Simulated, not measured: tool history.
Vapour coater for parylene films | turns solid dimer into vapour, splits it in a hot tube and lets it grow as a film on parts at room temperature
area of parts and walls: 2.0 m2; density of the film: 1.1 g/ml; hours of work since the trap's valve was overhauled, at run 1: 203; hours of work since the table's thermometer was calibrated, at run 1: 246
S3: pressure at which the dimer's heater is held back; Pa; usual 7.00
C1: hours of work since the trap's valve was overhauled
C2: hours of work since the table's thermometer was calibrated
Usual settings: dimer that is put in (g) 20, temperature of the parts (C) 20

{"run": 1, "day": 0.0, "dimer that is put in (g)": 20, "temperature of the parts (C)": 20, "S3": 7.0, "C1": 203, "C2": 246, "thickness of the film (µm)": 4.1}
{"run": 2, "day": 0.942, "dimer that is put in (g)": 20, "temperature of the parts (C)": 20, "S3": 7.0, "C1": 221, "C2": 264, "thickness of the film (µm)": 4.1}
{"run": 3, "day": 1.912, "dimer that is put in (g)": 20, "temperature of the parts (C)": 20, "S3": 7.0, "C1": 241, "C2": 284, "thickness of the film (µm)": 4.01}
{"run": 4, "day": 2.821, "dimer that is put in (g)": 20, "temperature of the parts (C)": 20, "S3": 7.0, "C1": 259, "C2": 302, "thickness of the film (µm)": 4.02}
{"run": 5, "day": 3.708, "dimer that is put in (g)": 20, "temperature of the parts (C)": 20, "S3": 7.0, "C1": 277, "C2": 320, "thickness of the film (µm)": 3.99}
{"run": 6, "day": 4.988, "dimer that is put in (g)": 20, "temperature of the parts (C)": 20, "S3": 7.0, "C1": 302, "C2": 345, "thickness of the film (µm)": 3.96}
{"run": 7, "day": 6.25, "dimer that is put in (g)": 23, "temperature of the parts (C)": 20, "S3": 7.0, "C1": 327, "C2": 370, "thickness of the film (µm)": 4.48}
{"run": 8, "day": 6.904, "dimer that is put in (g)": 11, "temperature of the parts (C)": 20, "S3": 7.0, "C1": 340, "C2": 383, "thickness of the film (µm)": 2.19}
{"run": 9, "day": 8.254, "dimer that is put in (g)": 20, "temperature of the parts (C)": 20, "S3": 7.0, "C1": 367, "C2": 410, "thickness of the film (µm)": 3.88}
{"run": 10, "day": 9.638, "dimer that is put in (g)": 20, "temperature of the parts (C)": 15, "S3": 7.0, "C1": 395, "C2": 438, "thickness of the film (µm)": 4.79}
{"run": 11, "day": 11.108, "dimer that is put in (g)": 20, "temperature of the parts (C)": 15, "S3": 7.0, "C1": 424, "C2": 467, "thickness of the film (µm)": 4.7}
{"run": 12, "day": 12.129, "dimer that is put in (g)": 12, "temperature of the parts (C)": 20, "S3": 7.0, "C1": 445, "C2": 488, "thickness of the film (µm)": 2.28}
{"run": 13, "day": 13.267, "dimer that is put in (g)": 12, "temperature of the parts (C)": 20, "S3": 7.0, "C1": 467, "C2": 510, "thickness of the film (µm)": 2.26}
{"day": 13.988, "done": "trap's valve overhauled"}
{"run": 14, "day": 14.646, "dimer that is put in (g)": 12, "temperature of the parts (C)": 20, "S3": 7.0, "C1": 13, "C2": 535, "thickness of the film (µm)": 2.51}
{"run": 15, "day": 15.304, "dimer that is put in (g)": 14, "temperature of the parts (C)": 20, "S3": 7.0, "C1": 26, "C2": 548, "thickness of the film (µm)": 2.98}
{"run": 16, "day": 16.188, "dimer that is put in (g)": 10, "temperature of the parts (C)": 20, "S3": 7.0, "C1": 44, "C2": 565, "thickness of the film (µm)": 2.14}
{"run": 17, "day": 16.983, "dimer that is put in (g)": 10, "temperature of the parts (C)": 20, "S3": 7.0, "C1": 60, "C2": 581, "thickness of the film (µm)": 2.13}
{"run": 18, "day": 18.404, "dimer that is put in (g)": 10, "temperature of the parts (C)": 20, "S3": 7.0, "C1": 88, "C2": 610, "thickness of the film (µm)": 2.11}
{"run": 19, "day": 19.35, "dimer that is put in (g)": 14, "temperature of the parts (C)": 20, "S3": 7.0, "C1": 107, "C2": 628, "thickness of the film (µm)": 2.9}
{"run": 20, "day": 20.646, "dimer that is put in (g)": 16, "temperature of the parts (C)": 24, "S3": 7.0, "C1": 133, "C2": 654, "thickness of the film (µm)": 2.77}
{"run": 21, "day": 21.412, "dimer that is put in (g)": 20, "temperature of the parts (C)": 20, "S3": 3.54, "C1": 148, "C2": 670, "thickness of the film (µm)": 4.35}
{"run": 22, "day": 22.271, "dimer that is put in (g)": 20, "temperature of the parts (C)": 20, "S3": 3.54, "C1": 165, "C2": 687, "thickness of the film (µm)": 4.31}
{"run": 23, "day": 23.396, "dimer that is put in (g)": 11, "temperature of the parts (C)": 15, "S3": 6.97, "C1": 188, "C2": 709, "thickness of the film (µm)": 2.76}
{"run": 24, "day": 24.4, "dimer that is put in (g)": 11, "temperature of the parts (C)": 15, "S3": 6.97, "C1": 208, "C2": 729, "thickness of the film (µm)": 2.74}
{"run": 25, "day": 25.538, "dimer that is put in (g)": 13, "temperature of the parts (C)": 25, "S3": 3.07, "C1": 231, "C2": 752, "thickness of the film (µm)": 2.24}

Forecast each of these 4 alternatives for the next run:
{"run": "A", "day": 26.512, "dimer that is put in (g)": 14, "temperature of the parts (C)": 13, "S3": 3.07, "C1": 250, "C2": 771, "thickness of the film (µm)": "?"}
{"run": "B", "day": 26.512, "dimer that is put in (g)": 13, "temperature of the parts (C)": 23, "S3": 3.37, "C1": 250, "C2": 771, "thickness of the film (µm)": "?"}
{"run": "C", "day": 26.512, "dimer that is put in (g)": 9, "temperature of the parts (C)": 17, "S3": 3.93, "C1": 250, "C2": 771, "thickness of the film (µm)": "?"}
{"run": "D", "day": 26.512, "dimer that is put in (g)": 13, "temperature of the parts (C)": 25, "S3": 9.96, "C1": 250, "C2": 771, "thickness of the film (µm)": "?"}

run=A thickness_of_the_film_(µm)=4.01
run=B thickness_of_the_film_(µm)=2.46
run=C thickness_of_the_film_(µm)=2.18
run=D thickness_of_the_film_(µm)=2.05
Without the tool's hidden state the same runs would have given:
run=A thickness_of_the_film_(µm)=4.32
run=B thickness_of_the_film_(µm)=2.65
run=C thickness_of_the_film_(µm)=2.35
run=D thickness_of_the_film_(µm)=2.20

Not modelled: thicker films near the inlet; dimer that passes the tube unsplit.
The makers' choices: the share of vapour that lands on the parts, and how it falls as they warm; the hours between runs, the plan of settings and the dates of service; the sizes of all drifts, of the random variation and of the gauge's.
